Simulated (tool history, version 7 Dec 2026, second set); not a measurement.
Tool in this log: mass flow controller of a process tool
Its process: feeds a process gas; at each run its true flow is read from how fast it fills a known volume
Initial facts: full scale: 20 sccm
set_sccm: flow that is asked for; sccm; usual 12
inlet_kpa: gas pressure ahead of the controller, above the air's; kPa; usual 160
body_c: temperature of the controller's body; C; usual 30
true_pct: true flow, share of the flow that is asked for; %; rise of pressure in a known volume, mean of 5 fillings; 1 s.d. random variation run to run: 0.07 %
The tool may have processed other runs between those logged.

{"run": 1, "hour": 0.0, "set_sccm": 12, "inlet_kpa": 160, "body_c": 30, "true_pct": 97.8}
{"run": 2, "hour": 336.7, "set_sccm": 12, "inlet_kpa": 160, "body_c": 30, "true_pct": 97.63}
{"run": 3, "hour": 662.5, "set_sccm": 11, "inlet_kpa": 160, "body_c": 30, "true_pct": 97.24}
{"run": 4, "hour": 1091.4, "set_sccm": 11, "inlet_kpa": 160, "body_c": 30, "true_pct": 97.09}
{"run": 5, "hour": 1516.7, "set_sccm": 12, "inlet_kpa": 212, "body_c": 30, "true_pct": 97.19}
{"run": 6, "hour": 1752.5, "set_sccm": 12, "inlet_kpa": 212, "body_c": 30, "true_pct": 97.07}
{"run": 7, "hour": 2037.2, "set_sccm": 12, "inlet_kpa": 212, "body_c": 30, "true_pct": 96.94}
{"run": 8, "hour": 2593.3, "set_sccm": 12, "inlet_kpa": 156, "body_c": 30, "true_pct": 96.49}
{"run": 9, "hour": 3091.8, "set_sccm": 12, "inlet_kpa": 156, "body_c": 30, "true_pct": 96.21}
{"run": 10, "hour": 3350.9, "set_sccm": 12, "inlet_kpa": 156, "body_c": 30, "true_pct": 95.97}
{"run": 11, "hour": 3831.0, "set_sccm": 2, "inlet_kpa": 160, "body_c": 30, "true_pct": 90.51}
{"run": 12, "hour": 4085.6, "set_sccm": 2, "inlet_kpa": 160, "body_c": 30, "true_pct": 90.18}
{"run": 13, "hour": 4596.4, "set_sccm": 8, "inlet_kpa": 160, "body_c": 30, "true_pct": 94.54}
{"run": 14, "hour": 5017.6, "set_sccm": 12, "inlet_kpa": 160, "body_c": 30, "true_pct": 95.17}
{"run": 15, "hour": 5418.0, "set_sccm": 12, "inlet_kpa": 160, "body_c": 30, "true_pct": 94.79}
{"run": 16, "hour": 5830.0, "set_sccm": 5, "inlet_kpa": 160, "body_c": 37, "true_pct": 91.93}
{"run": 17, "hour": 6125.6, "set_sccm": 5, "inlet_kpa": 160, "body_c": 37, "true_pct": 91.84}
{"run": 18, "hour": 6662.5, "set_sccm": 5, "inlet_kpa": 160, "body_c": 37, "true_pct": 91.42}
{"run": 19, "hour": 7187.7, "set_sccm": 5, "inlet_kpa": 154, "body_c": 33, "true_pct": 91.34}
{"run": 20, "hour": 7534.0, "set_sccm": 12, "inlet_kpa": 160, "body_c": 20, "true_pct": 94.45}
{"run": 21, "hour": 8027.7, "set_sccm": 12, "inlet_kpa": 160, "body_c": 20, "true_pct": 94.2}
{"run": 22, "hour": 8329.3, "set_sccm": 10, "inlet_kpa": 256, "body_c": 39, "true_pct": 92.73}
{"run": 23, "hour": 8633.5, "set_sccm": 12, "inlet_kpa": 181, "body_c": 30, "true_pct": 93.26}
{"run": 24, "hour": 9086.6, "set_sccm": 4, "inlet_kpa": 160, "body_c": 32, "true_pct": 88.88}
{"run": 25, "hour": 9593.0, "set_sccm": 6, "inlet_kpa": 150, "body_c": 39, "true_pct": 89.88}
{"run": 26, "hour": 10020.6, "set_sccm": 18, "inlet_kpa": 160, "body_c": 30, "true_pct": 93.68}
{"run": 27, "hour": 10561.5, "set_sccm": 18, "inlet_kpa": 160, "body_c": 30, "true_pct": 93.4}
{"run": 28, "hour": 11105.1, "set_sccm": 18, "inlet_kpa": 160, "body_c": 31, "true_pct": 92.99}
{"hour": 11131.8, "done": "controller's zero set anew"}
{"run": 29, "hour": 11344.7, "set_sccm": 18, "inlet_kpa": 160, "body_c": 31, "true_pct": 94.36}

Alternative continuations, all from the tool just after run 29; predict every row:
{"run": "A", "hour": 11622.1, "set_sccm": 8, "inlet_kpa": 160, "body_c": 30, "true_pct": "?"}
{"run": "B", "hour": 11622.1, "set_sccm": 18, "inlet_kpa": 160, "body_c": 39, "true_pct": "?"}
{"run": "C", "hour": 11622.1, "set_sccm": 3, "inlet_kpa": 160, "body_c": 31, "true_pct": "?"}
{"run": "D", "hour": 11622.1, "set_sccm": 12, "inlet_kpa": 225, "body_c": 30, "true_pct": "?"}

run=A true_pct=93.32
run=B true_pct=93.70
run=C true_pct=92.44
run=D true_pct=93.95
With the hidden condition removed and each run's random variation left untouched, the same runs would have given:
run=A true_pct=98.65
run=B true_pct=98.88
run=C true_pct=98.21
run=D true_pct=99.20
